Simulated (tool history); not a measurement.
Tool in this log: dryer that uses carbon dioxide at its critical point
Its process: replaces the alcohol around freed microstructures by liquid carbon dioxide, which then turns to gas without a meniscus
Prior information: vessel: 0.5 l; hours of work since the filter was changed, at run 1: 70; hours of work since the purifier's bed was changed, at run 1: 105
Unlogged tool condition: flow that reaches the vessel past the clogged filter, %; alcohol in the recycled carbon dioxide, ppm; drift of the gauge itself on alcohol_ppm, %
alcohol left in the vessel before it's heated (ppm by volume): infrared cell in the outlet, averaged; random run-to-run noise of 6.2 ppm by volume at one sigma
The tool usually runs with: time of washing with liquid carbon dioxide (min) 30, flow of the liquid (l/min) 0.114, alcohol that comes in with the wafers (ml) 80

| run | hour | time of washing with liquid carbon dioxide (min) | flow of the liquid (l/min) | alcohol that comes in with the wafers (ml) | hours of work since the filter was changed | hours of work since the purifier's bed was changed | alcohol left in the vessel before it's heated (ppm by volume) |
|---|---|---|---|---|---|---|---|
| 1 | 0.0 | 30 | 0.114 | 80 | 70 | 105 | 303 |
| 2 | 9.6 | 30 | 0.114 | 58 | 74 | 110 | 227 |
| 3 | 18.0 | 30 | 0.114 | 58 | 78 | 114 | 233 |
| 4 | 26.2 | 30 | 0.114 | 58 | 82 | 118 | 239 |
| 5 | 39.1 | 41 | 0.114 | 80 | 88 | 124 | 54 |
| 6 | 52.0 | 30 | 0.114 | 25 | 94 | 130 | 112 |
| 7 | 64.9 | 30 | 0.114 | 25 | 101 | 136 | 124 |
| 8 | 74.2 | 30 | 0.114 | 25 | 105 | 140 | 127 |
| 9 | 83.6 | 30 | 0.114 | 80 | 109 | 145 | 344 |
| 10 | 92.2 | 30 | 0.114 | 80 | 113 | 149 | 353 |
| 11 | 99.2 | 30 | 0.114 | 80 | 117 | 152 | 357 |
| 12 | 108.0 | 30 | 0.114 | 80 | 121 | 156 | 363 |
| 13 | 121.2 | 30 | 0.114 | 80 | 127 | 163 | 354 |
| 14 | 128.5 | 30 | 0.114 | 80 | 131 | 166 | 362 |
| 15 | 140.4 | 30 | 0.114 | 80 | 136 | 172 | 345 |
| 16 | 153.7 | 30 | 0.114 | 80 | 143 | 178 | 379 |
| 17 | 160.4 | 30 | 0.114 | 80 | 146 | 181 | 391 |
| 18 | 172.2 | 30 | 0.089 | 80 | 151 | 187 | 1524 |
| 19 | 180.3 | 30 | 0.114 | 80 | 155 | 191 | 402 |
| 20 | 190.8 | 30 | 0.114 | 80 | 160 | 196 | 388 |
| 21 | 196.3 | 30 | 0.114 | 80 | 163 | 198 | 388 |
| 22 | 204.2 | 30 | 0.114 | 80 | 166 | 202 | 403 |
| 23 | 212.6 | 30 | 0.114 | 80 | 170 | 206 | 418 |
| 24 | 223.6 | 31 | 0.181 | 44 | 176 | 211 | 42 |
| 25 | 230.2 | 31 | 0.104 | 35 | 179 | 214 | 277 |
| 26 | 240.8 | 29 | 0.154 | 22 | 184 | 219 | 47 |
| 27 | 250.3 | 31 | 0.148 | 80 | 188 | 224 | 77 |
| 28 | 256.3 | 43 | 0.181 | 31 | 191 | 226 | 33 |
| 29 | 268.0 | 33 | 0.191 | 47 | 197 | 232 | 31 |
| 30 | 280.3 | 33 | 0.191 | 47 | 202 | 238 | 23 |
| 31 | 292.4 | 39 | 0.099 | 24 | 208 | 244 | 86 |
|  | 296.8 | inlet filter changed |
| 32 | 304.1 | 39 | 0.099 | 24 | 3 | 249 | 57 |
| 33 | 313.2 | 23 | 0.111 | 80 | 8 | 253 | 1305 |
| 34 | 321.6 | 20 | 0.186 | 92 | 12 | 257 | 168 |
| 35 | 330.3 | 48 | 0.186 | 37 | 16 | 261 | 34 |
| 36 | 338.3 | 48 | 0.186 | 37 | 20 | 265 | 36 |
| 37 | 350.2 | 30 | 0.073 | 31 | 25 | 270 | 1147 |
| 38 | 362.5 | 30 | 0.073 | 31 | 31 | 276 | 1153 |
| 39 | 370.2 | 38 | 0.111 | 91 | 35 | 280 | 104 |
| 40 | 380.9 | 21 | 0.111 | 91 | 40 | 285 | 2371 |
| 41 | 387.6 | 30 | 0.099 | 86 | 43 | 288 | 743 |
| 42 | 398.5 | 30 | 0.099 | 86 | 48 | 293 | 765 |
| 43 | 407.7 | 30 | 0.099 | 86 | 52 | 298 | 744 |

Measured minus without-hidden-state, run by run (identical run-to-run variation in each term; gauge scatter may differ):
| run | alcohol left in the vessel before it's heated (ppm by volume) |
|---|---|
| 1 | +60 |
| 2 | +48 |
| 3 | +53 |
| 4 | +56 |
| 5 | +22 |
| 6 | +35 |
| 7 | +38 |
| 8 | +39 |
| 9 | +96 |
| 10 | +103 |
| 11 | +105 |
| 12 | +110 |
| 13 | +113 |
| 14 | +119 |
| 15 | +120 |
| 16 | +130 |
| 17 | +135 |
| 18 | +421 |
| 19 | +145 |
| 20 | +148 |
| 21 | +149 |
| 22 | +158 |
| 23 | +160 |
| 24 | +25 |
| 25 | +113 |
| 26 | +30 |
| 27 | +47 |
| 28 | +24 |
| 29 | +25 |
| 30 | +23 |
| 31 | +54 |
| 32 | +27 |
| 33 | +51 |
| 34 | +34 |
| 35 | +28 |
| 36 | +29 |
| 37 | +78 |
| 38 | +89 |
| 39 | +38 |
| 40 | +200 |
| 41 | +101 |
| 42 | +111 |
| 43 | +115 |
